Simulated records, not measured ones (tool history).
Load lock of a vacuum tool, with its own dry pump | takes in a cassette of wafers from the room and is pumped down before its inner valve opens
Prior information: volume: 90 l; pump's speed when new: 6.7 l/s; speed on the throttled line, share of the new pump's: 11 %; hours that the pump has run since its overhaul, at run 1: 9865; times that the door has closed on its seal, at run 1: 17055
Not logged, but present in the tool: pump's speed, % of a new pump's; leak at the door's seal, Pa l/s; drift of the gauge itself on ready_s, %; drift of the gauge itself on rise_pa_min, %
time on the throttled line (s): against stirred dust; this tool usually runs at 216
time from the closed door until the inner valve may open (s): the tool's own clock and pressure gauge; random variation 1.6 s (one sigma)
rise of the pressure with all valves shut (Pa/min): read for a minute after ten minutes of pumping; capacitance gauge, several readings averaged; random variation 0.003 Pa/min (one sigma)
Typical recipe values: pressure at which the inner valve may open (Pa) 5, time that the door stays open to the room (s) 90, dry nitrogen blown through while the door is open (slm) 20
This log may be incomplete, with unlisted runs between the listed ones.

run,hour,time on the throttled line (s),pressure at which the inner valve may open (Pa),time that the door stays open to the room (s),dry nitrogen blown through while the door is open (slm),hours that the pump has run since its overhaul,times that the door has closed on its seal,"incoming humidity of the room's air, %",time from the closed door until the inner valve may open (s),rise of the pressure with all valves shut (Pa/min)
1,0,216,5,90,20,9865,17055,47.8,347.3,0.054
2,280.4,216,5,90,41,10145,18189,43.4,351.5,0.052
3,455.4,216,5,90,20,10320,18896,47.4,352.7,0.061
4,702.6,216,5,90,20,10567,19895,45,348,0.063
5,962.2,170,5,90,20,10827,20945,44.5,314.6,0.069
6,1254.5,216,5,53,20,11119,22127,43.1,354.1,0.064
7,1410.2,216,5,53,20,11275,22756,45.2,357.8,0.068
8,1546.5,216,5,53,20,11411,23307,42,354.1,0.07
9,1676.7,152,5,90,20,11542,23834,45,301.7,0.082
10,1857.7,168,5,48,20,11723,24565,45.6,315.4,0.073
11,2027.2,216,5,42,20,11892,25250,47.1,359,0.077
12,2200.9,216,5,57,5,12066,25953,47.3,355,0.086
13,2440.5,216,4,69,20,12305,26921,45.3,364,0.082
# hour 2645.9: dry pump taken out, an overhauled one fitted
14,2739.4,216,5,89,20,94,28105,45.6,330.2,0.093
15,2980.4,283,6,185,6,335,29080,44.3,387.6,0.121
16,3254.7,185,5,132,20,609,30189,46,302.1,0.109
17,3518.2,185,5,132,20,872,31254,45,304.5,0.112

4 ways to go on from here, each from the tool as it stands after run 17. What would each give?
A,3785.8,185,9,64,19,1140,32335,44.6,?,?
B,3785.8,204,5,35,17,1140,32335,44.3,?,?
C,3785.8,134,5,90,5,1140,32335,46,?,?
D,3785.8,162,7,132,5,1140,32335,43.5,?,?

run,time from the closed door until the inner valve may open (s),rise of the pressure with all valves shut (Pa/min)
A,296.7,0.111
B,319.2,0.103
C,258.8,0.124
D,278.1,0.123
What these runs would have given with no unlogged condition in the tool:
run,time from the closed door until the inner valve may open (s),rise of the pressure with all valves shut (Pa/min)
A,293.3,0.022
B,315.4,0.013
C,254.9,0.034
D,274.5,0.036
